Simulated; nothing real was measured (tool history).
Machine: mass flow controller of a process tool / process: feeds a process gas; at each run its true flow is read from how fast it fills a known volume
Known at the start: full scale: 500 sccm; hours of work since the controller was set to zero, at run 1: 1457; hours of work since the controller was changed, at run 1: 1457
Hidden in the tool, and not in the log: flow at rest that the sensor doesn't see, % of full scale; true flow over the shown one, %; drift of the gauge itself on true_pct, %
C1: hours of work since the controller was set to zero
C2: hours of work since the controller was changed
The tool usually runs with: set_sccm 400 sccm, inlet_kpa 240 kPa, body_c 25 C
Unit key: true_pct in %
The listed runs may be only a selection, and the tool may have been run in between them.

{"run": 1, "hour": 0.0, "set_sccm": 400, "inlet_kpa": 240, "body_c": 25, "C1": 1457, "C2": 1457, "true_pct": 99.84}
{"run": 2, "hour": 133.1, "set_sccm": 400, "inlet_kpa": 240, "body_c": 25, "C1": 1549, "C2": 1549, "true_pct": 99.74}
{"run": 3, "hour": 219.7, "set_sccm": 400, "inlet_kpa": 238, "body_c": 25, "C1": 1608, "C2": 1608, "true_pct": 99.76}
{"run": 4, "hour": 334.2, "set_sccm": 400, "inlet_kpa": 238, "body_c": 25, "C1": 1687, "C2": 1687, "true_pct": 99.63}
{"run": 5, "hour": 405.8, "set_sccm": 400, "inlet_kpa": 240, "body_c": 25, "C1": 1736, "C2": 1736, "true_pct": 99.75}
{"run": 6, "hour": 505.5, "set_sccm": 400, "inlet_kpa": 240, "body_c": 25, "C1": 1805, "C2": 1805, "true_pct": 99.72}
{"run": 7, "hour": 626.6, "set_sccm": 400, "inlet_kpa": 240, "body_c": 25, "C1": 1888, "C2": 1888, "true_pct": 99.82}
{"run": 8, "hour": 718.2, "set_sccm": 400, "inlet_kpa": 240, "body_c": 25, "C1": 1952, "C2": 1952, "true_pct": 99.78}
{"run": 9, "hour": 785.8, "set_sccm": 400, "inlet_kpa": 240, "body_c": 25, "C1": 1998, "C2": 1998, "true_pct": 99.76}
{"run": 10, "hour": 869.0, "set_sccm": 400, "inlet_kpa": 240, "body_c": 22, "C1": 2055, "C2": 2055, "true_pct": 99.95}
{"run": 11, "hour": 943.0, "set_sccm": 400, "inlet_kpa": 240, "body_c": 25, "C1": 2106, "C2": 2106, "true_pct": 99.76}
{"run": 12, "hour": 1068.0, "set_sccm": 400, "inlet_kpa": 240, "body_c": 25, "C1": 2192, "C2": 2192, "true_pct": 99.79}
{"run": 13, "hour": 1190.6, "set_sccm": 400, "inlet_kpa": 166, "body_c": 25, "C1": 2277, "C2": 2277, "true_pct": 99.22}
{"run": 14, "hour": 1269.9, "set_sccm": 51, "inlet_kpa": 190, "body_c": 26, "C1": 2331, "C2": 2331, "true_pct": 101.45}
{"run": 15, "hour": 1352.3, "set_sccm": 217, "inlet_kpa": 240, "body_c": 23, "C1": 2388, "C2": 2388, "true_pct": 99.52}
{"run": 16, "hour": 1438.0, "set_sccm": 217, "inlet_kpa": 240, "body_c": 23, "C1": 2447, "C2": 2447, "true_pct": 99.51}
{"run": 17, "hour": 1507.1, "set_sccm": 96, "inlet_kpa": 190, "body_c": 31, "C1": 2495, "C2": 2495, "true_pct": 99.35}
{"run": 18, "hour": 1624.5, "set_sccm": 96, "inlet_kpa": 190, "body_c": 31, "C1": 2575, "C2": 2575, "true_pct": 99.43}
{"run": 19, "hour": 1717.1, "set_sccm": 400, "inlet_kpa": 152, "body_c": 25, "C1": 2639, "C2": 2639, "true_pct": 98.97}
{"run": 20, "hour": 1853.9, "set_sccm": 313, "inlet_kpa": 151, "body_c": 31, "C1": 2733, "C2": 2733, "true_pct": 98.28}
{"run": 21, "hour": 1920.5, "set_sccm": 313, "inlet_kpa": 151, "body_c": 31, "C1": 2779, "C2": 2779, "true_pct": 98.43}
{"run": 22, "hour": 2043.9, "set_sccm": 259, "inlet_kpa": 240, "body_c": 25, "C1": 2864, "C2": 2864, "true_pct": 99.31}
{"run": 23, "hour": 2114.6, "set_sccm": 400, "inlet_kpa": 191, "body_c": 30, "C1": 2913, "C2": 2913, "true_pct": 99.0}
{"run": 24, "hour": 2184.6, "set_sccm": 103, "inlet_kpa": 183, "body_c": 24, "C1": 2961, "C2": 2961, "true_pct": 99.92}
{"run": 25, "hour": 2302.5, "set_sccm": 103, "inlet_kpa": 183, "body_c": 24, "C1": 3042, "C2": 3042, "true_pct": 99.84}
{"run": 26, "hour": 2384.8, "set_sccm": 103, "inlet_kpa": 183, "body_c": 24, "C1": 3099, "C2": 3099, "true_pct": 99.91}

Branching from run 26: 5 alternative next runs. What would each branch give?
{"run": "A", "hour": 2476.0, "set_sccm": 313, "inlet_kpa": 183, "body_c": 24, "C1": 3162, "C2": 3162, "true_pct": "?"}
{"run": "B", "hour": 2476.0, "set_sccm": 61, "inlet_kpa": 210, "body_c": 38, "C1": 3162, "C2": 3162, "true_pct": "?"}
{"run": "C", "hour": 2476.0, "set_sccm": 400, "inlet_kpa": 240, "body_c": 32, "C1": 3162, "C2": 3162, "true_pct": "?"}
{"run": "D", "hour": 2476.0, "set_sccm": 58, "inlet_kpa": 146, "body_c": 21, "C1": 3162, "C2": 3162, "true_pct": "?"}
{"run": "E", "hour": 2476.0, "set_sccm": 70, "inlet_kpa": 209, "body_c": 20, "C1": 3162, "C2": 3162, "true_pct": "?"}

run=A true_pct=99.02
run=B true_pct=101.01
run=C true_pct=99.15
run=D true_pct=101.69
run=E true_pct=101.62
Stripped of hidden state, with their random variation kept, the same runs would have yielded:
run=A true_pct=99.02
run=B true_pct=97.15
run=C true_pct=99.35
run=D true_pct=97.58
run=E true_pct=98.37

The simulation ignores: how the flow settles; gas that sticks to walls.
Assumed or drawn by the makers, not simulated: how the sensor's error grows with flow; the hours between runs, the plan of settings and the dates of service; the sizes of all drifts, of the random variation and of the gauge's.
